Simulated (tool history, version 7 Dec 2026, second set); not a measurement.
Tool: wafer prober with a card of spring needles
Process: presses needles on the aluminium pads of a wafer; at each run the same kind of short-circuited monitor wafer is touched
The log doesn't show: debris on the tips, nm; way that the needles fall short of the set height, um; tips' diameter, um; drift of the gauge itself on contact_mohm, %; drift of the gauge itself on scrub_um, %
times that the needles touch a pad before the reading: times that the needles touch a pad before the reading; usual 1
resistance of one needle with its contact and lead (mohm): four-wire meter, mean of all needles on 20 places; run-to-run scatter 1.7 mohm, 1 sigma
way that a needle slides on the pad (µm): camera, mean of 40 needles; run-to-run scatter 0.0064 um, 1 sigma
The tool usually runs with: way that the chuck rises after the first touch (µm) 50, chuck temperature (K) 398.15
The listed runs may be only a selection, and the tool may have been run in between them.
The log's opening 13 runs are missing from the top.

run,day,way that the chuck rises after the first touch (µm),chuck temperature (K),times that the needles touch a pad before the reading,touches since the tips were cleaned,cleanings since the card got new needles,touches since the first contact's height was set,resistance of one needle with its contact and lead (mohm),way that a needle slides on the pad (µm)
# day 32.646: tips cleaned on abrasive film
14,34.183,65,317.15,1,7533,65,55166,150,8.155
# day 34.575: tips cleaned on abrasive film
# day 36.583: tips cleaned on abrasive film
15,36.704,65,317.15,1,595,67,67522,150,8.142
# day 38.425: tips cleaned on abrasive film
16,39.058,50,327.15,1,3099,68,79049,155,6.259
# day 40.358: tips cleaned on abrasive film
17,40.500,50,398.15,2,691,69,86113,170,6.257
# day 40.804: gauge calibrated
# day 42.296: tips cleaned on abrasive film
18,43.175,60,351.15,1,4316,70,99226,158,7.651
# day 44.242: tips cleaned on abrasive film
# day 46.183: tips cleaned on abrasive film
19,46.488,50,398.15,2,1491,72,115455,169,6.356
# day 48.171: tips cleaned on abrasive film
# day 48.183: height of the first contact set anew
20,48.317,50,398.15,2,644,73,644,169,6.353
# day 49.996: tips cleaned on abrasive film
21,50.283,36,398.15,2,1407,74,10279,176,4.574
# day 51.825: tips cleaned on abrasive film
22,53.258,61,323.15,2,7029,75,24871,154,7.739
# day 53.675: tips cleaned on abrasive film
# day 55.592: tips cleaned on abrasive film
23,56.542,36,398.15,2,4659,77,40953,176,4.550
# day 57.579: tips cleaned on abrasive film
# day 59.471: tips cleaned on abrasive film
24,59.529,36,398.15,2,287,79,55581,179,4.564
# day 61.346: tips cleaned on abrasive film
25,62.175,44,392.15,2,4078,80,68556,171,5.550
# day 63.158: tips cleaned on abrasive film
26,64.200,35,331.15,2,5126,81,78485,165,4.415
# day 65.200: tips cleaned on abrasive film
# day 67.112: tips cleaned on abrasive film
27,67.388,63,310.15,2,1349,83,94082,152,7.947
# day 68.979: tips cleaned on abrasive film
28,70.229,40,338.15,1,6128,84,108017,166,5.029
# day 70.983: tips cleaned on abrasive film
29,72.612,56,398.15,3,8000,85,119704,168,7.049
# day 72.812: tips cleaned on abrasive film
# day 73.379: height of the first contact set anew
# day 74.883: tips cleaned on abrasive film
30,75.396,56,398.15,3,2504,87,9882,166,7.028
# day 76.829: tips cleaned on abrasive film
31,78.267,66,369.15,2,7073,88,23965,162,8.280

Below are 3 alternative next runs, each starting from the tool's condition after run 31. Predict each:
# day 78.767: tips cleaned on abrasive film
# day 80.821: tips cleaned on abrasive film
A,81.329,50,398.15,2,2505,90,38967,?,?
# day 78.767: tips cleaned on abrasive film
# day 80.821: tips cleaned on abrasive film
B,81.329,66,369.15,2,2505,90,38967,?,?
# day 78.767: tips cleaned on abrasive film
# day 80.821: tips cleaned on abrasive film
C,81.329,40,398.15,1,2505,90,38967,?,?

run,resistance of one needle with its contact and lead (mohm),way that a needle slides on the pad (µm)
A,172,6.255
B,157,8.247
C,178,4.994
Take away the tool's hidden state, keep each run's random variation, and the runs would have read:
run,resistance of one needle with its contact and lead (mohm),way that a needle slides on the pad (µm)
A,172,6.382
B,157,8.414
C,178,5.095

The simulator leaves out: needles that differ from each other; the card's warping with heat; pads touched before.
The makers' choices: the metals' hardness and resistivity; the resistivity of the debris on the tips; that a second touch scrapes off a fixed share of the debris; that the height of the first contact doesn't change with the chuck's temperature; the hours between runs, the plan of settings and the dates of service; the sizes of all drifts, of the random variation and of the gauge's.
